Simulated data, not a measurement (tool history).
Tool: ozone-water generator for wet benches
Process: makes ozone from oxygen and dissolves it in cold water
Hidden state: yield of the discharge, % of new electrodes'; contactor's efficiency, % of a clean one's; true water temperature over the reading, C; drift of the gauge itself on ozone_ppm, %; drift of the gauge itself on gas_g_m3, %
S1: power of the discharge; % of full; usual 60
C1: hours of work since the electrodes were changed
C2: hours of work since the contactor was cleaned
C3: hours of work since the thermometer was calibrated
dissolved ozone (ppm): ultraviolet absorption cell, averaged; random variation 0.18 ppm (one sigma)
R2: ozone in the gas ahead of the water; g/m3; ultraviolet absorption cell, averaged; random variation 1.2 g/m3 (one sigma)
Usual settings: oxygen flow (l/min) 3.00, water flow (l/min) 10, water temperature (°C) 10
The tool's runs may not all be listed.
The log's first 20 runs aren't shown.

{"run": 21, "hour": 1205.3, "S1": 60, "oxygen flow (l/min)": 3.27, "water flow (l/min)": 6, "water temperature (°C)": 7, "C1": 2735, "C2": 2080, "C3": 331, "dissolved ozone (ppm)": 35.7, "R2": 207.4}
{"run": 22, "hour": 1260.0, "S1": 60, "oxygen flow (l/min)": 3.27, "water flow (l/min)": 9, "water temperature (°C)": 9, "C1": 2788, "C2": 2132, "C3": 384, "dissolved ozone (ppm)": 25.9, "R2": 207.9}
{"run": 23, "hour": 1303.7, "S1": 60, "oxygen flow (l/min)": 3.27, "water flow (l/min)": 12, "water temperature (°C)": 9, "C1": 2830, "C2": 2174, "C3": 425, "dissolved ozone (ppm)": 20.7, "R2": 205.7}
{"hour": 1380.1, "done": "water thermometer calibrated, once more"}
{"run": 24, "hour": 1385.8, "S1": 96, "oxygen flow (l/min)": 1.99, "water flow (l/min)": 10, "water temperature (°C)": 11, "C1": 2908, "C2": 2252, "C3": 6, "dissolved ozone (ppm)": 30.2, "R2": 360.3}
{"run": 25, "hour": 1420.8, "S1": 96, "oxygen flow (l/min)": 3.48, "water flow (l/min)": 16, "water temperature (°C)": 11, "C1": 2941, "C2": 2286, "C3": 39, "dissolved ozone (ppm)": 20.7, "R2": 259.7}
{"run": 26, "hour": 1468.4, "S1": 96, "oxygen flow (l/min)": 3.48, "water flow (l/min)": 16, "water temperature (°C)": 11, "C1": 2987, "C2": 2331, "C3": 84, "dissolved ozone (ppm)": 20.8, "R2": 260.8}
{"run": 27, "hour": 1538.0, "S1": 75, "oxygen flow (l/min)": 2.91, "water flow (l/min)": 8, "water temperature (°C)": 6, "C1": 3053, "C2": 2398, "C3": 151, "dissolved ozone (ppm)": 33.5, "R2": 249.2}
{"run": 28, "hour": 1601.1, "S1": 75, "oxygen flow (l/min)": 2.91, "water flow (l/min)": 8, "water temperature (°C)": 6, "C1": 3113, "C2": 2458, "C3": 211, "dissolved ozone (ppm)": 33.7, "R2": 251.0}
{"run": 29, "hour": 1658.7, "S1": 75, "oxygen flow (l/min)": 2.95, "water flow (l/min)": 7, "water temperature (°C)": 6, "C1": 3169, "C2": 2513, "C3": 266, "dissolved ozone (ppm)": 37.1, "R2": 247.1}
{"run": 30, "hour": 1723.7, "S1": 75, "oxygen flow (l/min)": 2.95, "water flow (l/min)": 7, "water temperature (°C)": 6, "C1": 3231, "C2": 2575, "C3": 329, "dissolved ozone (ppm)": 37.3, "R2": 248.6}
{"run": 31, "hour": 1773.6, "S1": 83, "oxygen flow (l/min)": 1.78, "water flow (l/min)": 15, "water temperature (°C)": 10, "C1": 3278, "C2": 2623, "C3": 376, "dissolved ozone (ppm)": 18.8, "R2": 353.7}
{"run": 32, "hour": 1824.8, "S1": 83, "oxygen flow (l/min)": 3.05, "water flow (l/min)": 15, "water temperature (°C)": 10, "C1": 3327, "C2": 2672, "C3": 425, "dissolved ozone (ppm)": 20.3, "R2": 256.4}
{"run": 33, "hour": 1883.0, "S1": 45, "oxygen flow (l/min)": 2.53, "water flow (l/min)": 13, "water temperature (°C)": 10, "C1": 3383, "C2": 2727, "C3": 481, "dissolved ozone (ppm)": 15.8, "R2": 200.9}

Forecast each of these 4 alternatives for the next run:
{"run": "A", "hour": 1941.1, "S1": 45, "oxygen flow (l/min)": 2.96, "water flow (l/min)": 7, "water temperature (°C)": 10, "C1": 3439, "C2": 2783, "C3": 536, "dissolved ozone (ppm)": "?", "R2": "?"}
{"run": "B", "hour": 1941.1, "S1": 61, "oxygen flow (l/min)": 2.53, "water flow (l/min)": 13, "water temperature (°C)": 10, "C1": 3439, "C2": 2783, "C3": 536, "dissolved ozone (ppm)": "?", "R2": "?"}
{"run": "C", "hour": 1941.1, "S1": 48, "oxygen flow (l/min)": 4.31, "water flow (l/min)": 8, "water temperature (°C)": 10, "C1": 3439, "C2": 2783, "C3": 536, "dissolved ozone (ppm)": "?", "R2": "?"}
{"run": "D", "hour": 1941.1, "S1": 60, "oxygen flow (l/min)": 2.77, "water flow (l/min)": 10, "water temperature (°C)": 10, "C1": 3439, "C2": 2783, "C3": 536, "dissolved ozone (ppm)": "?", "R2": "?"}

run=A dissolved_ozone_(ppm)=26.2 R2=182.9
run=B dissolved_ozone_(ppm)=19.1 R2=241.7
run=C dissolved_ozone_(ppm)=23.5 R2=154.1
run=D dissolved_ozone_(ppm)=23.4 R2=226.6
Without the tool's hidden state the same runs would have given:
run=A dissolved_ozone_(ppm)=27.4 R2=187.7
run=B dissolved_ozone_(ppm)=20.2 R2=249.5
run=C dissolved_ozone_(ppm)=24.7 R2=158.3
run=D dissolved_ozone_(ppm)=24.7 R2=233.9
